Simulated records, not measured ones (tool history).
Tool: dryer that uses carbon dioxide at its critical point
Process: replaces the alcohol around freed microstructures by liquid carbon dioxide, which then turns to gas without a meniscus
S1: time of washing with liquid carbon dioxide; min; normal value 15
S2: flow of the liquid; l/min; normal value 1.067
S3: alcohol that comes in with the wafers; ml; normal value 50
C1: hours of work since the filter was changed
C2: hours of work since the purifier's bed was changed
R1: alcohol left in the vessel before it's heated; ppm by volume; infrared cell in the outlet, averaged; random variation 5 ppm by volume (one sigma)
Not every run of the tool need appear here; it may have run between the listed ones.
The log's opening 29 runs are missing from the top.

{"run": 30, "hour": 528.8, "S1": 15, "S2": 0.7, "S3": 50, "C1": 155, "C2": 300, "R1": 322}
{"run": 31, "hour": 550.6, "S1": 15, "S2": 0.7, "S3": 50, "C1": 164, "C2": 308, "R1": 337}
{"run": 32, "hour": 572.0, "S1": 16, "S2": 1.28, "S3": 50, "C1": 172, "C2": 316, "R1": 37}
{"run": 33, "hour": 588.7, "S1": 11, "S2": 0.97, "S3": 48, "C1": 178, "C2": 323, "R1": 277}
{"run": 34, "hour": 600.1, "S1": 11, "S2": 0.97, "S3": 48, "C1": 182, "C2": 327, "R1": 286}
{"run": 35, "hour": 623.5, "S1": 11, "S2": 0.97, "S3": 48, "C1": 191, "C2": 336, "R1": 279}
{"run": 36, "hour": 637.9, "S1": 15, "S2": 0.88, "S3": 50, "C1": 197, "C2": 341, "R1": 130}
{"run": 37, "hour": 650.7, "S1": 10, "S2": 1.067, "S3": 33, "C1": 202, "C2": 346, "R1": 203}
{"run": 38, "hour": 664.6, "S1": 10, "S2": 1.17, "S3": 50, "C1": 207, "C2": 352, "R1": 187}
{"run": 39, "hour": 682.2, "S1": 10, "S2": 1.17, "S3": 50, "C1": 214, "C2": 358, "R1": 195}
{"run": 40, "hour": 702.1, "S1": 23, "S2": 0.73, "S3": 50, "C1": 221, "C2": 366, "R1": 61}
{"run": 41, "hour": 729.8, "S1": 23, "S2": 0.73, "S3": 50, "C1": 232, "C2": 376, "R1": 62}
{"run": 42, "hour": 757.7, "S1": 15, "S2": 0.87, "S3": 51, "C1": 242, "C2": 387, "R1": 147}
{"run": 43, "hour": 785.6, "S1": 9, "S2": 0.84, "S3": 50, "C1": 253, "C2": 397, "R1": 1112}
{"run": 44, "hour": 803.9, "S1": 9, "S2": 0.84, "S3": 23, "C1": 260, "C2": 404, "R1": 545}

3 ways to go on from here, each from the tool as it stands after run 44. What would each give?
{"hour": 811.3, "done": "inlet filter changed"}
{"run": "A", "hour": 832.7, "S1": 12, "S2": 1.15, "S3": 31, "C1": 8, "C2": 415, "R1": "?"}
{"hour": 811.3, "done": "inlet filter changed"}
{"run": "B", "hour": 832.7, "S1": 15, "S2": 1.067, "S3": 64, "C1": 8, "C2": 415, "R1": "?"}
{"hour": 811.3, "done": "inlet filter changed"}
{"run": "C", "hour": 832.7, "S1": 9, "S2": 0.84, "S3": 32, "C1": 8, "C2": 415, "R1": "?"}

run=A R1=70
run=B R1=53
run=C R1=598
Stripped of hidden state, with their random variation kept, the same runs would have yielded:
run=A R1=35
run=B R1=18
run=C R1=543
